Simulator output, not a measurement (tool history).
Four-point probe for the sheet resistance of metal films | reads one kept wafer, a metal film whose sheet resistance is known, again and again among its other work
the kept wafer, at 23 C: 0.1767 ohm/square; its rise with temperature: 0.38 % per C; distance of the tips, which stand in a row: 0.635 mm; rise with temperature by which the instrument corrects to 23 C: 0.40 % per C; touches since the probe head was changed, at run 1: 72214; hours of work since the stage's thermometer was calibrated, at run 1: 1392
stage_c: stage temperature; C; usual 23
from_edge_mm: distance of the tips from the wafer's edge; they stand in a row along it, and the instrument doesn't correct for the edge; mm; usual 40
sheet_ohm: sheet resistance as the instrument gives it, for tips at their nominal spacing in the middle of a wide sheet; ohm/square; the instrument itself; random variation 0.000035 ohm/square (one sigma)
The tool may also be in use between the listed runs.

run	day	stage_c	from_edge_mm	touches since the probe head was changed	hours of work since the stage's thermometer was calibrated	sheet_ohm
1	0.000	23	40	72214	1392	0.176104
2	3.225	23	40	74213	1426	0.176130
3	6.800	23	40	76428	1464	0.176130
4	11.425	35	40	79296	1513	0.175849
5	16.529	23	40	82458	1568	0.176121
6	20.412	23	40	84866	1609	0.176156
7	25.512	23	40	88025	1663	0.176085
8	28.775	23	40	90048	1698	0.176079
9	33.992	23	40	93282	1753	0.176084
10	39.150	23	12	96477	1808	0.176319
11	43.704	23	40	99302	1857	0.176121
# day 44.058: stage's thermometer calibrated
12	48.662	23	40	102360	49	0.176209
13	50.996	33	29	103807	74	0.175822
14	53.704	35	61	105485	103	0.175818
15	59.079	35	6	108817	160	0.176812
16	61.246	35	6	110159	183	0.176844
17	64.788	35	18	112354	220	0.175928
# day 66.388: stage's thermometer calibrated, once more
18	68.771	23	18	114812	25	0.175659
19	71.762	23	18	116665	57	0.175653
20	76.225	30	10	119431	105	0.175708
21	81.117	23	49	122464	157	0.175516
22	83.462	23	49	123916	182	0.175561
23	87.933	23	49	126686	229	0.175534

Forecast each of these 5 alternatives for the next run:
A	91.188	19	10	128705	264	?
B	91.188	22	39	128705	264	?
C	91.188	23	67	128705	264	?
D	91.188	21	9	128705	264	?
E	91.188	32	49	128705	264	?

run	sheet_ohm
A	0.176031
B	0.175599
C	0.175492
D	0.176043
E	0.175280
Without the tool's hidden state the same runs would have given:
run	sheet_ohm
A	0.177230
B	0.176796
C	0.176687
D	0.177242
E	0.176476
